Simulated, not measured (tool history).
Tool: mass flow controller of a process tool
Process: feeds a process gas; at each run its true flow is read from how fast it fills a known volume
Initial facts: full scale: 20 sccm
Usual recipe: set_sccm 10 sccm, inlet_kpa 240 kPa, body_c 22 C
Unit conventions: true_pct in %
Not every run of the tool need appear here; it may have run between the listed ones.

run	day	set_sccm	inlet_kpa	body_c	true_pct
1	0.000	10	240	22	98.57
2	10.833	10	168	22	98.24
3	21.671	10	240	22	98.68
4	28.879	10	240	22	98.90
5	34.033	10	240	36	98.49
6	41.888	6	240	22	98.10
7	49.646	10	240	22	98.98
# day 50.562: controller exchanged for a calibrated one
8	57.567	10	240	30	98.76
9	68.600	10	193	22	98.72
10	78.542	10	193	22	98.88
11	83.608	10	193	22	98.94
12	95.229	12	240	22	99.62
13	100.967	3	240	22	98.04
14	107.146	3	240	22	98.04
15	113.892	18	240	22	100.70
16	122.938	18	240	22	100.74
17	129.983	18	240	22	100.89
18	136.488	10	240	22	99.65
19	143.821	17	240	22	100.70
20	153.712	17	240	22	100.87
21	160.275	17	240	31	100.71
22	171.967	17	240	31	100.60
23	178.500	17	240	31	100.66
24	183.929	13	183	40	99.43
25	195.633	13	183	40	99.59
26	202.875	13	183	28	99.80
27	210.958	6	152	22	98.68
28	218.650	10	211	37	99.49
29	230.017	10	211	37	99.39
30	239.171	10	211	37	99.54
31	247.062	10	272	22	100.28
32	258.071	10	272	22	100.33
33	264.867	10	272	22	100.48

Run 34 is up next; what results do you expect?
34	270.483	3	142	34	?

Logged for run 34: true_pct 98.16 %.
On a tool with no hidden condition, and with the same random variation, this run would have come out at true_pct 96.54 %.
